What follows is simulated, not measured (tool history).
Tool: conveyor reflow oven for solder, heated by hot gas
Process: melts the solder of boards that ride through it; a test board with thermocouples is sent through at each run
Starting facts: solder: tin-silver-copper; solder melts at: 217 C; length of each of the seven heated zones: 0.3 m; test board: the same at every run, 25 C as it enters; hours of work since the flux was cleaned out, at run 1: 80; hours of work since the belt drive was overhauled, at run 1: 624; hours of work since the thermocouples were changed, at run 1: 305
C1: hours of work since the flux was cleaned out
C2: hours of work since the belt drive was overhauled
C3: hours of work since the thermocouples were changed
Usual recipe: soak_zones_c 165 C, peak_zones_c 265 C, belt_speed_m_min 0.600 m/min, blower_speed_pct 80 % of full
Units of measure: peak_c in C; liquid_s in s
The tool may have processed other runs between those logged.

run 1 hour=0.0 | soak_zones_c=165 peak_zones_c=265 belt_speed_m_min=0.600 blower_speed_pct=80 | C1=80 C2=624 C3=305 | peak_c=251.8 liquid_s=42.7
run 2 hour=70.7 | soak_zones_c=165 peak_zones_c=265 belt_speed_m_min=0.600 blower_speed_pct=80 | C1=111 C2=656 C3=337 | peak_c=251.7 liquid_s=42.5
run 3 hour=114.6 | soak_zones_c=165 peak_zones_c=265 belt_speed_m_min=0.600 blower_speed_pct=80 | C1=131 C2=675 C3=356 | peak_c=252.0 liquid_s=42.6
run 4 hour=159.4 | soak_zones_c=165 peak_zones_c=265 belt_speed_m_min=0.600 blower_speed_pct=80 | C1=151 C2=695 C3=376 | peak_c=251.3 liquid_s=42.5
run 5 hour=195.1 | soak_zones_c=165 peak_zones_c=265 belt_speed_m_min=0.600 blower_speed_pct=80 | C1=167 C2=711 C3=392 | peak_c=252.1 liquid_s=42.2
run 6 hour=238.0 | soak_zones_c=165 peak_zones_c=265 belt_speed_m_min=0.600 blower_speed_pct=80 | C1=186 C2=730 C3=411 | peak_c=252.1 liquid_s=43.1
run 7 hour=304.0 | soak_zones_c=165 peak_zones_c=265 belt_speed_m_min=0.600 blower_speed_pct=80 | C1=215 C2=760 C3=440 | peak_c=251.4 liquid_s=42.4
run 8 hour=335.4 | soak_zones_c=165 peak_zones_c=265 belt_speed_m_min=0.600 blower_speed_pct=55 | C1=229 C2=773 C3=454 | peak_c=247.2 liquid_s=38.1
-- hour=352.2 flux residue cleaned out of gas plates and filters
run 9 hour=386.9 | soak_zones_c=165 peak_zones_c=265 belt_speed_m_min=0.600 blower_speed_pct=55 | C1=15 C2=794 C3=475 | peak_c=247.1 liquid_s=38.6
run 10 hour=442.9 | soak_zones_c=165 peak_zones_c=265 belt_speed_m_min=0.600 blower_speed_pct=55 | C1=40 C2=819 C3=500 | peak_c=246.6 liquid_s=37.8
run 11 hour=509.5 | soak_zones_c=165 peak_zones_c=265 belt_speed_m_min=0.600 blower_speed_pct=55 | C1=70 C2=849 C3=530 | peak_c=246.1 liquid_s=38.4
run 12 hour=559.3 | soak_zones_c=165 peak_zones_c=265 belt_speed_m_min=0.600 blower_speed_pct=55 | C1=92 C2=871 C3=552 | peak_c=245.9 liquid_s=38.1
run 13 hour=601.2 | soak_zones_c=151 peak_zones_c=265 belt_speed_m_min=0.600 blower_speed_pct=80 | C1=111 C2=890 C3=570 | peak_c=250.2 liquid_s=38.1
run 14 hour=676.2 | soak_zones_c=151 peak_zones_c=265 belt_speed_m_min=0.705 blower_speed_pct=80 | C1=144 C2=923 C3=604 | peak_c=244.5 liquid_s=28.5
run 15 hour=724.0 | soak_zones_c=165 peak_zones_c=270 belt_speed_m_min=0.600 blower_speed_pct=80 | C1=166 C2=944 C3=625 | peak_c=255.6 liquid_s=45.1
run 16 hour=774.6 | soak_zones_c=165 peak_zones_c=265 belt_speed_m_min=0.600 blower_speed_pct=80 | C1=188 C2=967 C3=648 | peak_c=251.2 liquid_s=43.7
run 17 hour=828.5 | soak_zones_c=165 peak_zones_c=260 belt_speed_m_min=0.637 blower_speed_pct=80 | C1=212 C2=991 C3=672 | peak_c=245.5 liquid_s=35.7
run 18 hour=861.5 | soak_zones_c=155 peak_zones_c=263 belt_speed_m_min=0.561 blower_speed_pct=53 | C1=227 C2=1005 C3=686 | peak_c=243.9 liquid_s=37.2
-- hour=888.1 flux residue cleaned out of gas plates and filters
run 19 hour=913.5 | soak_zones_c=155 peak_zones_c=279 belt_speed_m_min=0.600 blower_speed_pct=80 | C1=11 C2=1026 C3=707 | peak_c=262.5 liquid_s=46.6
run 20 hour=969.3 | soak_zones_c=179 peak_zones_c=264 belt_speed_m_min=0.675 blower_speed_pct=53 | C1=36 C2=1051 C3=732 | peak_c=243.9 liquid_s=35.3
-- hour=1022.7 belt drive overhauled, speed set with a stopwatch
run 21 hour=1032.6 | soak_zones_c=160 peak_zones_c=256 belt_speed_m_min=0.577 blower_speed_pct=66 | C1=63 C2=4 C3=758 | peak_c=241.0 liquid_s=35.9
run 22 hour=1108.2 | soak_zones_c=165 peak_zones_c=265 belt_speed_m_min=0.687 blower_speed_pct=58 | C1=96 C2=38 C3=792 | peak_c=242.4 liquid_s=29.5
run 23 hour=1173.9 | soak_zones_c=176 peak_zones_c=265 belt_speed_m_min=0.672 blower_speed_pct=79 | C1=125 C2=67 C3=821 | peak_c=250.3 liquid_s=39.6
run 24 hour=1219.7 | soak_zones_c=176 peak_zones_c=265 belt_speed_m_min=0.672 blower_speed_pct=79 | C1=146 C2=88 C3=842 | peak_c=249.8 liquid_s=39.1
run 25 hour=1283.1 | soak_zones_c=176 peak_zones_c=265 belt_speed_m_min=0.672 blower_speed_pct=79 | C1=174 C2=116 C3=870 | peak_c=249.9 liquid_s=39.7
run 26 hour=1346.7 | soak_zones_c=176 peak_zones_c=265 belt_speed_m_min=0.486 blower_speed_pct=80 | C1=202 C2=144 C3=898 | peak_c=257.7 liquid_s=61.4
run 27 hour=1409.6 | soak_zones_c=176 peak_zones_c=265 belt_speed_m_min=0.570 blower_speed_pct=59 | C1=230 C2=172 C3=926 | peak_c=250.6 liquid_s=47.6
-- hour=1424.3 flux residue cleaned out of gas plates and filters
run 28 hour=1479.8 | soak_zones_c=165 peak_zones_c=265 belt_speed_m_min=0.547 blower_speed_pct=89 | C1=25 C2=201 C3=955 | peak_c=255.6 liquid_s=50.3
run 29 hour=1549.9 | soak_zones_c=170 peak_zones_c=265 belt_speed_m_min=0.575 blower_speed_pct=64 | C1=56 C2=232 C3=986 | peak_c=250.2 liquid_s=44.7
run 30 hour=1626.1 | soak_zones_c=170 peak_zones_c=265 belt_speed_m_min=0.575 blower_speed_pct=64 | C1=90 C2=266 C3=1020 | peak_c=250.5 liquid_s=45.0
run 31 hour=1665.0 | soak_zones_c=178 peak_zones_c=265 belt_speed_m_min=0.712 blower_speed_pct=82 | C1=107 C2=284 C3=1038 | peak_c=248.9 liquid_s=36.1
run 32 hour=1738.7 | soak_zones_c=176 peak_zones_c=265 belt_speed_m_min=0.625 blower_speed_pct=80 | C1=140 C2=316 C3=1070 | peak_c=251.6 liquid_s=43.1

Hidden state at the last listed run before each entry between runs and at the first one after, where it differs:
Between runs 8 and 9: flux residue cleaned out of gas plates and filters (hour 352.2)
  heat that the gas passes to the board, % of a clean oven's: 99.8 -> 100
Between runs 18 and 19: flux residue cleaned out of gas plates and filters (hour 888.1)
  heat that the gas passes to the board, % of a clean oven's: 99.8 -> 99.9; belt's true speed, % of the reading: 99.81 -> 99.8; true gas temperature in zones 6 and 7 over the reading, C: 0.16 -> 0.17
Between runs 20 and 21: belt drive overhauled, speed set with a stopwatch (hour 1022.7)
  belt's true speed, % of the reading: 99.8 -> 99.99
Between runs 27 and 28: flux residue cleaned out of gas plates and filters (hour 1424.3)
  heat that the gas passes to the board, % of a clean oven's: 99.7 -> 100; belt's true speed, % of the reading: 99.96 -> 99.95
